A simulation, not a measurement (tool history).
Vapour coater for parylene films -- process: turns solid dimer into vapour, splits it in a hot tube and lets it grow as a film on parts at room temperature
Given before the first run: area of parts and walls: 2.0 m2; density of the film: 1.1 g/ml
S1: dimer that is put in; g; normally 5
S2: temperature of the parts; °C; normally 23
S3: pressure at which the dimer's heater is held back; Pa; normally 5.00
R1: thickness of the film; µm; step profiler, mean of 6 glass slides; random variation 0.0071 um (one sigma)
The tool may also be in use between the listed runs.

run	hour	S1	S2	S3	R1
1	0.0	5	23	5.00	1.267
2	16.3	5	23	5.00	1.246
# hour 24.0: trap's valve overhauled
3	41.2	5	23	5.00	1.268
4	64.2	5	23	5.00	1.284
5	78.3	5	23	5.00	1.258
6	100.2	2	23	5.00	0.518
7	109.6	2	23	5.00	0.517
8	126.2	2	23	5.00	0.499
9	135.7	2	23	5.00	0.501
10	158.6	3	23	5.00	0.771
11	171.0	3	23	5.00	0.767
12	184.6	5	23	5.00	1.288
13	202.9	5	23	5.00	1.282
14	213.6	5	23	5.00	1.276
15	228.4	5	23	5.00	1.290
16	238.3	5	23	5.00	1.282
17	248.9	5	23	5.00	1.284
18	258.6	5	23	5.00	1.287
19	276.6	5	23	5.00	1.288
20	291.6	5	31	5.00	1.097
21	312.9	5	23	5.00	1.290
22	332.0	8	23	5.00	2.057
23	343.7	8	23	5.00	2.067
24	364.1	3	23	4.82	0.778
# hour 372.8: trap's valve overhauled
25	379.2	5	33	3.26	1.193
26	395.2	5	16	5.00	1.484
27	414.2	9	21	5.00	2.428
28	434.7	8	16	5.00	2.358
29	451.9	8	16	5.00	2.372
30	466.8	8	17	2.61	2.719
# hour 474.9: gauge calibrated
31	476.4	8	17	2.61	2.637
32	491.6	4	23	3.42	1.100
33	502.8	4	23	3.42	1.112
34	519.6	4	20	3.06	1.210
35	542.3	7	25	5.00	1.710
36	561.9	7	23	2.76	2.041
37	576.3	4	28	6.63	0.875
38	598.2	4	18	5.00	1.125
39	621.0	2	31	3.88	0.468
40	641.0	2	31	3.88	0.469
41	663.2	4	16	5.00	1.159
42	672.6	4	16	5.00	1.169
43	687.7	4	16	5.00	1.165
44	698.2	5	29	2.27	1.380
45	715.7	5	17	4.37	1.482

5 options for the next run, each taken on its own from the tool as it stands now. Forecast them:
# hour 720.7: trap's valve overhauled
A	738.6	3	20	5.32	?
# hour 720.7: trap's valve overhauled
B	738.6	5	15	5.00	?
# hour 720.7: trap's valve overhauled
C	738.6	5	17	3.46	?
# hour 720.7: trap's valve overhauled
D	738.6	5	32	4.44	?
# hour 720.7: trap's valve overhauled
E	738.6	5	31	4.15	?

run	R1
A	0.802
B	1.494
C	1.568
D	1.108
E	1.163
Without the tool's hidden state the same runs would have given:
run	R1
A	0.790
B	1.471
C	1.544
D	1.091
E	1.146
